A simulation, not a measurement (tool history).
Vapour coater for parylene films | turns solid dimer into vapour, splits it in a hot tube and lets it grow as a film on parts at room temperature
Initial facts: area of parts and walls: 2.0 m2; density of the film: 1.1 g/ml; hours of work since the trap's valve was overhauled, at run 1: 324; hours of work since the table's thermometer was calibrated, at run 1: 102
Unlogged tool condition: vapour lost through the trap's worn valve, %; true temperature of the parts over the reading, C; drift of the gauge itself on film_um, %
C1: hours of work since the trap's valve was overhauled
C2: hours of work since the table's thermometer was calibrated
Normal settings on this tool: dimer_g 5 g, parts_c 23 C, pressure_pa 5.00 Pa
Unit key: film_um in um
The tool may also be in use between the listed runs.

{"run": 1, "hour": 0.0, "dimer_g": 5, "parts_c": 23, "pressure_pa": 5.0, "C1": 324, "C2": 102, "film_um": 1.533}
{"run": 2, "hour": 10.4, "dimer_g": 3, "parts_c": 23, "pressure_pa": 5.0, "C1": 329, "C2": 108, "film_um": 0.932}
{"run": 3, "hour": 23.3, "dimer_g": 5, "parts_c": 23, "pressure_pa": 7.5, "C1": 336, "C2": 115, "film_um": 1.44}
{"run": 4, "hour": 44.9, "dimer_g": 5, "parts_c": 23, "pressure_pa": 7.5, "C1": 348, "C2": 126, "film_um": 1.437}
{"run": 5, "hour": 63.7, "dimer_g": 5, "parts_c": 23, "pressure_pa": 5.0, "C1": 358, "C2": 137, "film_um": 1.55}
{"run": 6, "hour": 73.8, "dimer_g": 5, "parts_c": 23, "pressure_pa": 5.0, "C1": 363, "C2": 142, "film_um": 1.543}
{"run": 7, "hour": 83.7, "dimer_g": 6, "parts_c": 23, "pressure_pa": 5.0, "C1": 368, "C2": 147, "film_um": 1.849}
{"run": 8, "hour": 106.3, "dimer_g": 6, "parts_c": 23, "pressure_pa": 5.0, "C1": 381, "C2": 159, "film_um": 1.847}
{"run": 9, "hour": 121.1, "dimer_g": 7, "parts_c": 23, "pressure_pa": 5.0, "C1": 388, "C2": 167, "film_um": 2.165}
{"run": 10, "hour": 131.9, "dimer_g": 7, "parts_c": 23, "pressure_pa": 5.0, "C1": 394, "C2": 173, "film_um": 2.158}
{"run": 11, "hour": 144.7, "dimer_g": 7, "parts_c": 23, "pressure_pa": 5.0, "C1": 401, "C2": 180, "film_um": 2.155}
{"run": 12, "hour": 163.1, "dimer_g": 7, "parts_c": 23, "pressure_pa": 5.0, "C1": 411, "C2": 190, "film_um": 2.171}
{"run": 13, "hour": 179.4, "dimer_g": 5, "parts_c": 17, "pressure_pa": 5.0, "C1": 420, "C2": 199, "film_um": 1.816}
{"run": 14, "hour": 189.0, "dimer_g": 5, "parts_c": 17, "pressure_pa": 5.0, "C1": 425, "C2": 204, "film_um": 1.809}
{"run": 15, "hour": 208.9, "dimer_g": 5, "parts_c": 17, "pressure_pa": 5.0, "C1": 436, "C2": 214, "film_um": 1.812}
{"run": 16, "hour": 221.2, "dimer_g": 5, "parts_c": 17, "pressure_pa": 5.0, "C1": 442, "C2": 221, "film_um": 1.816}
{"run": 17, "hour": 235.1, "dimer_g": 7, "parts_c": 23, "pressure_pa": 5.0, "C1": 450, "C2": 228, "film_um": 2.159}
{"run": 18, "hour": 255.9, "dimer_g": 7, "parts_c": 23, "pressure_pa": 5.0, "C1": 461, "C2": 240, "film_um": 2.171}
{"run": 19, "hour": 269.2, "dimer_g": 5, "parts_c": 23, "pressure_pa": 5.0, "C1": 468, "C2": 247, "film_um": 1.538}
{"run": 20, "hour": 285.5, "dimer_g": 5, "parts_c": 23, "pressure_pa": 5.0, "C1": 477, "C2": 256, "film_um": 1.536}
{"run": 21, "hour": 295.7, "dimer_g": 5, "parts_c": 23, "pressure_pa": 5.0, "C1": 482, "C2": 261, "film_um": 1.543}
{"run": 22, "hour": 315.7, "dimer_g": 5, "parts_c": 23, "pressure_pa": 5.0, "C1": 493, "C2": 272, "film_um": 1.548}
{"hour": 328.6, "done": "trap's valve overhauled"}
{"run": 23, "hour": 336.6, "dimer_g": 5, "parts_c": 30, "pressure_pa": 5.0, "C1": 4, "C2": 281, "film_um": 1.274}
{"run": 24, "hour": 356.7, "dimer_g": 5, "parts_c": 18, "pressure_pa": 5.0, "C1": 15, "C2": 292, "film_um": 1.78}
{"run": 25, "hour": 370.4, "dimer_g": 3, "parts_c": 15, "pressure_pa": 7.02, "C1": 22, "C2": 299, "film_um": 1.083}
{"run": 26, "hour": 380.7, "dimer_g": 5, "parts_c": 16, "pressure_pa": 7.02, "C1": 28, "C2": 304, "film_um": 1.761}
{"run": 27, "hour": 403.7, "dimer_g": 5, "parts_c": 17, "pressure_pa": 5.0, "C1": 40, "C2": 317, "film_um": 1.814}
{"run": 28, "hour": 422.9, "dimer_g": 5, "parts_c": 17, "pressure_pa": 5.0, "C1": 51, "C2": 327, "film_um": 1.822}
{"run": 29, "hour": 436.5, "dimer_g": 5, "parts_c": 17, "pressure_pa": 5.0, "C1": 58, "C2": 334, "film_um": 1.821}
{"run": 30, "hour": 452.2, "dimer_g": 5, "parts_c": 32, "pressure_pa": 2.31, "C1": 66, "C2": 343, "film_um": 1.385}
{"run": 31, "hour": 464.5, "dimer_g": 5, "parts_c": 32, "pressure_pa": 2.31, "C1": 73, "C2": 349, "film_um": 1.384}
{"run": 32, "hour": 483.0, "dimer_g": 5, "parts_c": 22, "pressure_pa": 3.26, "C1": 83, "C2": 359, "film_um": 1.701}
{"run": 33, "hour": 499.9, "dimer_g": 6, "parts_c": 15, "pressure_pa": 3.26, "C1": 92, "C2": 368, "film_um": 2.479}
{"run": 34, "hour": 522.0, "dimer_g": 6, "parts_c": 15, "pressure_pa": 3.26, "C1": 104, "C2": 380, "film_um": 2.474}
{"run": 35, "hour": 531.8, "dimer_g": 8, "parts_c": 24, "pressure_pa": 8.64, "C1": 109, "C2": 385, "film_um": 2.197}
{"run": 36, "hour": 547.9, "dimer_g": 8, "parts_c": 24, "pressure_pa": 8.64, "C1": 118, "C2": 394, "film_um": 2.195}
{"run": 37, "hour": 565.6, "dimer_g": 5, "parts_c": 17, "pressure_pa": 5.71, "C1": 127, "C2": 404, "film_um": 1.781}
{"run": 38, "hour": 582.5, "dimer_g": 5, "parts_c": 24, "pressure_pa": 5.0, "C1": 136, "C2": 413, "film_um": 1.508}
{"run": 39, "hour": 592.6, "dimer_g": 5, "parts_c": 21, "pressure_pa": 9.11, "C1": 142, "C2": 418, "film_um": 1.477}
{"run": 40, "hour": 611.1, "dimer_g": 5, "parts_c": 21, "pressure_pa": 9.11, "C1": 152, "C2": 428, "film_um": 1.467}
{"run": 41, "hour": 628.7, "dimer_g": 5, "parts_c": 21, "pressure_pa": 9.11, "C1": 161, "C2": 437, "film_um": 1.47}
{"run": 42, "hour": 642.6, "dimer_g": 4, "parts_c": 23, "pressure_pa": 5.11, "C1": 168, "C2": 445, "film_um": 1.236}
{"run": 43, "hour": 656.8, "dimer_g": 8, "parts_c": 21, "pressure_pa": 5.0, "C1": 176, "C2": 453, "film_um": 2.602}
{"run": 44, "hour": 678.7, "dimer_g": 5, "parts_c": 30, "pressure_pa": 4.39, "C1": 188, "C2": 464, "film_um": 1.312}
{"run": 45, "hour": 699.8, "dimer_g": 8, "parts_c": 15, "pressure_pa": 2.16, "C1": 199, "C2": 476, "film_um": 3.533}

Entry by entry between the runs, the difference in hidden state between the last listed run before and the first listed run after:
Logged between run 22 and run 23: trap's valve overhauled (hour 328.6)
  vapour lost through the trap's worn valve, %: 0.3 -> 0
